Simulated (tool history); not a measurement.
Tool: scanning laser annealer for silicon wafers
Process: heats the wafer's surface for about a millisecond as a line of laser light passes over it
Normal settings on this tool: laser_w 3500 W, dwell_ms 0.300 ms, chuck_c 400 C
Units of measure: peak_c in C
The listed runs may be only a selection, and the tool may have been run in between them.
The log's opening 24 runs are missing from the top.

| run | hour | laser_w | dwell_ms | chuck_c | hours of work since the window was cleaned | hours of work since the power meter was calibrated | hours of work since the optics were aligned | peak_c |
|---|---|---|---|---|---|---|---|---|
| 25 | 254.7 | 3494 | 0.212 | 377 | 335 | 547 | 626 | 984 |
| 26 | 262.4 | 3494 | 0.212 | 377 | 340 | 553 | 632 | 984 |
| 27 | 271.6 | 3494 | 0.212 | 377 | 347 | 560 | 639 | 983 |
| 28 | 279.3 | 3494 | 0.212 | 377 | 353 | 566 | 645 | 986 |
| 29 | 288.0 | 3494 | 0.376 | 401 | 360 | 572 | 651 | 1259 |
| 30 | 302.7 | 3752 | 0.291 | 400 | 371 | 583 | 662 | 1212 |
| 31 | 309.7 | 3448 | 0.300 | 400 | 376 | 589 | 668 | 1131 |
| 32 | 318.7 | 3448 | 0.300 | 400 | 383 | 596 | 674 | 1136 |
| 33 | 329.8 | 3448 | 0.300 | 400 | 391 | 604 | 683 | 1133 |
| 34 | 344.4 | 3687 | 0.244 | 392 | 403 | 615 | 694 | 1101 |
| 35 | 358.7 | 3687 | 0.244 | 392 | 413 | 626 | 705 | 1101 |
| 36 | 372.5 | 2999 | 0.244 | 386 | 424 | 636 | 715 | 925 |
| 37 | 381.7 | 3172 | 0.233 | 371 | 431 | 643 | 722 | 934 |
| 38 | 394.6 | 3500 | 0.222 | 365 | 440 | 653 | 732 | 989 |
| 39 | 406.5 | 3500 | 0.222 | 365 | 449 | 662 | 741 | 991 |
| 40 | 418.8 | 3500 | 0.224 | 412 | 459 | 671 | 750 | 1039 |
| 41 | 432.8 | 3500 | 0.300 | 368 | 469 | 682 | 761 | 1113 |
| 42 | 441.2 | 3643 | 0.256 | 377 | 476 | 688 | 767 | 1089 |

Forecast each of these 3 alternatives for the next run:
| A | 454.3 | 3500 | 0.278 | 380 | 486 | 698 | 777 | ? |
| B | 454.3 | 3364 | 0.300 | 400 | 486 | 698 | 777 | ? |
| C | 454.3 | 3643 | 0.256 | 408 | 486 | 698 | 777 | ? |

| run | peak_c |
|---|---|
| A | 1093 |
| B | 1107 |
| C | 1123 |
Take away the tool's hidden state, keep each run's random variation, and the runs would have read:
| run | peak_c |
|---|---|
| A | 1115 |
| B | 1129 |
| C | 1146 |

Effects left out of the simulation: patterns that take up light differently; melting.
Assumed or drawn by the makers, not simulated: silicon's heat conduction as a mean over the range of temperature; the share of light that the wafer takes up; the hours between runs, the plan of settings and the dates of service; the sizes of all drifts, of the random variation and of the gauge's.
